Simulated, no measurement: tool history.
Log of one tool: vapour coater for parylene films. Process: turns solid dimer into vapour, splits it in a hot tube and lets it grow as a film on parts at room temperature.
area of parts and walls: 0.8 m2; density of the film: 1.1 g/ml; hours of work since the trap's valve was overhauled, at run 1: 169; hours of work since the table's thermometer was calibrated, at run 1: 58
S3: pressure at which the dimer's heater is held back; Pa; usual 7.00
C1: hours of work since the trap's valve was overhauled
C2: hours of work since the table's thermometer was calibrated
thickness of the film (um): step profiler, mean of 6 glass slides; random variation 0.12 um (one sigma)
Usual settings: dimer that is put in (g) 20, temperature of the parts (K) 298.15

Run 1, hour 0.0: usual settings; C1 169; C2 58. Result: thickness of the film (um) 15.82.
Run 2, hour 11.2: usual settings but temperature of the parts (K) 295.15; C1 175; C2 64. Result: thickness of the film (um) 16.91.
Run 3, hour 27.1: usual settings but temperature of the parts (K) 295.15; C1 184; C2 73. Result: thickness of the film (um) 16.83.
Run 4, hour 37.9: usual settings but temperature of the parts (K) 295.15; C1 190; C2 79. Result: thickness of the film (um) 16.65.
Run 5, hour 49.3: usual settings but dimer that is put in (g) 25, temperature of the parts (K) 295.15; C1 197; C2 86. Result: thickness of the film (um) 20.85.
Run 6, hour 59.0: usual settings but dimer that is put in (g) 25, temperature of the parts (K) 295.15; C1 202; C2 91. Result: thickness of the film (um) 20.94.
Run 7, hour 66.7: usual settings but dimer that is put in (g) 25, temperature of the parts (K) 295.15; C1 207; C2 96. Result: thickness of the film (um) 20.89.
Run 8, hour 75.6: usual settings but dimer that is put in (g) 25, temperature of the parts (K) 295.15; C1 212; C2 101. Result: thickness of the film (um) 20.75.
Run 9, hour 83.5: usual settings but S3 2.41 Pa; C1 216; C2 105. Result: thickness of the film (um) 18.87.
Run 10, hour 95.2: usual settings but S3 2.81 Pa; C1 223; C2 112. Result: thickness of the film (um) 18.51.
Run 11, hour 102.8: usual settings but S3 2.81 Pa; C1 227; C2 116. Result: thickness of the film (um) 18.39.
Run 12, hour 114.7: usual settings but S3 2.81 Pa; C1 234; C2 123. Result: thickness of the film (um) 18.61.
Run 13, hour 130.7: usual settings but S3 2.81 Pa; C1 243; C2 132. Result: thickness of the film (um) 18.20.
Run 14, hour 137.3: usual settings but S3 2.81 Pa; C1 247; C2 136. Result: thickness of the film (um) 18.15.
Run 15, hour 149.4: usual settings but dimer that is put in (g) 13, temperature of the parts (K) 294.15, S3 9.21 Pa; C1 254; C2 143. Result: thickness of the film (um) 10.40.
Run 16, hour 159.5: usual settings but dimer that is put in (g) 13, temperature of the parts (K) 294.15, S3 9.21 Pa; C1 259; C2 148. Result: thickness of the film (um) 10.38.
Run 17, hour 170.1: usual settings but dimer that is put in (g) 19, temperature of the parts (K) 304.15, S3 5.84 Pa; C1 265; C2 154. Result: thickness of the film (um) 13.47.
Run 18, hour 185.1: usual settings but temperature of the parts (K) 306.15, S3 11.11 Pa; C1 274; C2 163. Result: thickness of the film (um) 12.16.
At hour 187.3: table's thermometer calibrated.
Run 19, hour 201.2: usual settings but dimer that is put in (g) 27, S3 10.04 Pa; C1 282; C2 8. Result: thickness of the film (um) 19.73.
Run 20, hour 211.4: usual settings but dimer that is put in (g) 27, S3 10.04 Pa; C1 288; C2 14. Result: thickness of the film (um) 19.58.
Run 21, hour 218.2: usual settings but dimer that is put in (g) 27, temperature of the parts (K) 302.15, S3 4.64 Pa; C1 292; C2 18. Result: thickness of the film (um) 20.38.
Run 22, hour 233.1: usual settings but dimer that is put in (g) 27, temperature of the parts (K) 302.15, S3 4.64 Pa; C1 301; C2 26. Result: thickness of the film (um) 20.41.
Run 23, hour 239.8: usual settings but dimer that is put in (g) 35, temperature of the parts (K) 304.15, S3 4.64 Pa; C1 304; C2 30. Result: thickness of the film (um) 25.53.
Run 24, hour 253.4: usual settings but dimer that is put in (g) 35, temperature of the parts (K) 303.15, S3 4.64 Pa; C1 312; C2 38. Result: thickness of the film (um) 25.90.
Run 25, hour 260.6: usual settings but dimer that is put in (g) 11, temperature of the parts (K) 294.15, S3 2.10 Pa; C1 316; C2 42. Result: thickness of the film (um) 11.29.
Run 26, hour 275.2: usual settings but dimer that is put in (g) 11, temperature of the parts (K) 294.15, S3 2.10 Pa; C1 324; C2 50. Result: thickness of the film (um) 11.54.
At hour 280.7: table's thermometer calibrated, once more.
Run 27, hour 289.0: usual settings but dimer that is put in (g) 11, temperature of the parts (K) 294.15, S3 2.10 Pa; C1 332; C2 5. Result: thickness of the film (um) 11.30.
Run 28, hour 304.8: usual settings but dimer that is put in (g) 8, temperature of the parts (K) 292.15, S3 2.10 Pa; C1 341; C2 14. Result: thickness of the film (um) 8.35.

Hidden state at the last listed run before each entry between runs and at the first one after, where it differs:
Between runs 18 and 19: table's thermometer calibrated (hour 187.3)
  vapour lost through the trap's worn valve, %: 5.8 -> 6; true temperature of the parts over the reading, C: -0.09 -> -0.12
  measured less the result without the state, thickness of the film (um): -0.72 -> -1.20
Between runs 26 and 27: table's thermometer calibrated, once more (hour 280.7)
  vapour lost through the trap's worn valve, %: 6.8 -> 7; true temperature of the parts over the reading, C: -0.16 -> 0.09
  measured less the result without the state, thickness of the film (um): -0.81 -> -0.87

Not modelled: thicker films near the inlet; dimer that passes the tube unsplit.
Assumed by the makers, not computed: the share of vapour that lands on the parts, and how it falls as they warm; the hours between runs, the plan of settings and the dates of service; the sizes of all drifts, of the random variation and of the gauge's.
